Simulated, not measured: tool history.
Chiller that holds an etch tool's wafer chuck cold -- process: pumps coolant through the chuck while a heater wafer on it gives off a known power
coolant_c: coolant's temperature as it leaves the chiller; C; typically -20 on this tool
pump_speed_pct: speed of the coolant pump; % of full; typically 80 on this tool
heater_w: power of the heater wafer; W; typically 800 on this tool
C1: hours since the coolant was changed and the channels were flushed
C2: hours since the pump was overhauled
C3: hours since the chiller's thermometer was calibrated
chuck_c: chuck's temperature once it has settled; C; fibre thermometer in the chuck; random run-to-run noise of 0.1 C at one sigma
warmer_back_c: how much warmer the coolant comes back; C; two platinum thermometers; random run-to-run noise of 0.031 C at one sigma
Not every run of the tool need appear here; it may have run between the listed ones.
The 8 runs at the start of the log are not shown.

{"run": 9, "hour": 888.7, "coolant_c": -20, "pump_speed_pct": 80, "heater_w": 800, "C1": 7698, "C2": 5382, "C3": 500, "chuck_c": -11.5, "warmer_back_c": 2.81}
{"run": 10, "hour": 967.5, "coolant_c": -20, "pump_speed_pct": 84, "heater_w": 800, "C1": 7776, "C2": 5461, "C3": 579, "chuck_c": -11.8, "warmer_back_c": 2.71}
{"run": 11, "hour": 1119.2, "coolant_c": -20, "pump_speed_pct": 84, "heater_w": 800, "C1": 7928, "C2": 5613, "C3": 731, "chuck_c": -11.6, "warmer_back_c": 2.66}
{"run": 12, "hour": 1231.5, "coolant_c": -20, "pump_speed_pct": 80, "heater_w": 534, "C1": 8040, "C2": 5725, "C3": 843, "chuck_c": -14.3, "warmer_back_c": 1.85}
{"run": 13, "hour": 1298.2, "coolant_c": -20, "pump_speed_pct": 80, "heater_w": 673, "C1": 8107, "C2": 5792, "C3": 910, "chuck_c": -12.9, "warmer_back_c": 2.33}
{"hour": 1343.4, "done": "coolant changed, channels flushed"}
{"run": 14, "hour": 1394.5, "coolant_c": -20, "pump_speed_pct": 80, "heater_w": 673, "C1": 51, "C2": 5882, "C3": 1000, "chuck_c": -12.8, "warmer_back_c": 2.38}
{"run": 15, "hour": 1461.3, "coolant_c": -12, "pump_speed_pct": 80, "heater_w": 673, "C1": 118, "C2": 5949, "C3": 1067, "chuck_c": -4.8, "warmer_back_c": 2.41}
{"run": 16, "hour": 1583.1, "coolant_c": -12, "pump_speed_pct": 80, "heater_w": 673, "C1": 240, "C2": 6071, "C3": 1189, "chuck_c": -4.9, "warmer_back_c": 2.36}
{"run": 17, "hour": 1704.5, "coolant_c": -12, "pump_speed_pct": 80, "heater_w": 673, "C1": 361, "C2": 6192, "C3": 1310, "chuck_c": -5.1, "warmer_back_c": 2.36}
{"run": 18, "hour": 1810.9, "coolant_c": -20, "pump_speed_pct": 68, "heater_w": 800, "C1": 467, "C2": 6299, "C3": 1417, "chuck_c": -10.5, "warmer_back_c": 3.32}
{"run": 19, "hour": 1926.9, "coolant_c": -16, "pump_speed_pct": 80, "heater_w": 414, "C1": 583, "C2": 6415, "C3": 1533, "chuck_c": -11.6, "warmer_back_c": 1.51}
{"run": 20, "hour": 2066.1, "coolant_c": -12, "pump_speed_pct": 65, "heater_w": 598, "C1": 723, "C2": 6554, "C3": 1672, "chuck_c": -4.7, "warmer_back_c": 2.61}

Run 21 is up next; what results do you expect?
{"run": 21, "hour": 2190.7, "coolant_c": -20, "pump_speed_pct": 89, "heater_w": 452, "C1": 847, "C2": 6678, "C3": 1797, "chuck_c": "?", "warmer_back_c": "?"}

chuck_c: -15.5 C
warmer_back_c: 1.47 C
Minus the tool's unlogged condition, the same run would have read chuck_c -15.5 C, warmer_back_c 1.47 C.

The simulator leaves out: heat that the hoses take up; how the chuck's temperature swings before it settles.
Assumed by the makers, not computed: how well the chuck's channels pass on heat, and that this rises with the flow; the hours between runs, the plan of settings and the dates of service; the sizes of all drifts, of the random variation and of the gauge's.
